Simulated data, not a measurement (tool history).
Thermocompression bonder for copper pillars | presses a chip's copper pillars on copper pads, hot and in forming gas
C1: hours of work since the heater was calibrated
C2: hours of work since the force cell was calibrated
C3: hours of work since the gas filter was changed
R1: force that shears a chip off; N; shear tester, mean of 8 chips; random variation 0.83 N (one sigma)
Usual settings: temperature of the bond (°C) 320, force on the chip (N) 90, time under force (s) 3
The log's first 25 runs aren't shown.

run 26 hour=364.5 | temperature_of_the_bond_(°C)=345 force_on_the_chip_(N)=86 time_under_force_(s)=3 | C1=939 C2=554 C3=136 | R1=86.2
run 27 hour=384.3 | temperature_of_the_bond_(°C)=304 force_on_the_chip_(N)=86 time_under_force_(s)=3 | C1=950 C2=566 C3=148 | R1=58.9
-- hour=395.6 forming gas filter changed
run 28 hour=405.1 | temperature_of_the_bond_(°C)=291 force_on_the_chip_(N)=56 time_under_force_(s)=3 | C1=962 C2=578 C3=6 | R1=35.1
run 29 hour=417.7 | temperature_of_the_bond_(°C)=324 force_on_the_chip_(N)=90 time_under_force_(s)=2 | C1=970 C2=585 C3=13 | R1=68.6
run 30 hour=431.3 | temperature_of_the_bond_(°C)=324 force_on_the_chip_(N)=90 time_under_force_(s)=2 | C1=978 C2=593 C3=21 | R1=68.1
run 31 hour=453 | temperature_of_the_bond_(°C)=311 force_on_the_chip_(N)=64 time_under_force_(s)=6 | C1=990 C2=606 C3=34 | R1=66.9
run 32 hour=474 | temperature_of_the_bond_(°C)=302 force_on_the_chip_(N)=90 time_under_force_(s)=4 | C1=1003 C2=619 C3=46 | R1=67.1
run 33 hour=483 | temperature_of_the_bond_(°C)=307 force_on_the_chip_(N)=90 time_under_force_(s)=7 | C1=1008 C2=624 C3=51 | R1=81.9
run 34 hour=496.5 | temperature_of_the_bond_(°C)=321 force_on_the_chip_(N)=125 time_under_force_(s)=3 | C1=1016 C2=632 C3=59 | R1=89.3
run 35 hour=506.4 | temperature_of_the_bond_(°C)=296 force_on_the_chip_(N)=65 time_under_force_(s)=3 | C1=1022 C2=638 C3=65 | R1=42.7
run 36 hour=523.1 | temperature_of_the_bond_(°C)=296 force_on_the_chip_(N)=65 time_under_force_(s)=3 | C1=1032 C2=647 C3=75 | R1=43.1
run 37 hour=544.4 | temperature_of_the_bond_(°C)=328 force_on_the_chip_(N)=92 time_under_force_(s)=6 | C1=1044 C2=660 C3=88 | R1=91.3
run 38 hour=565.1 | temperature_of_the_bond_(°C)=342 force_on_the_chip_(N)=116 time_under_force_(s)=6 | C1=1056 C2=672 C3=100 | R1=104.4
run 39 hour=580.4 | temperature_of_the_bond_(°C)=342 force_on_the_chip_(N)=116 time_under_force_(s)=6 | C1=1065 C2=681 C3=109 | R1=107.2

Forecast each of these 3 alternatives for the next run:
run A hour=597.3 | temperature_of_the_bond_(°C)=322 force_on_the_chip_(N)=127 time_under_force_(s)=8 | C1=1075 C2=691 C3=119 | R1=?
run B hour=597.3 | temperature_of_the_bond_(°C)=325 force_on_the_chip_(N)=86 time_under_force_(s)=4 | C1=1075 C2=691 C3=119 | R1=?
run C hour=597.3 | temperature_of_the_bond_(°C)=345 force_on_the_chip_(N)=106 time_under_force_(s)=2 | C1=1075 C2=691 C3=119 | R1=?

run=A R1=104.3
run=B R1=80.8
run=C R1=87.1
Without the tool's hidden state the same runs would have given:
run=A R1=104.8
run=B R1=81.5
run=C R1=87.7
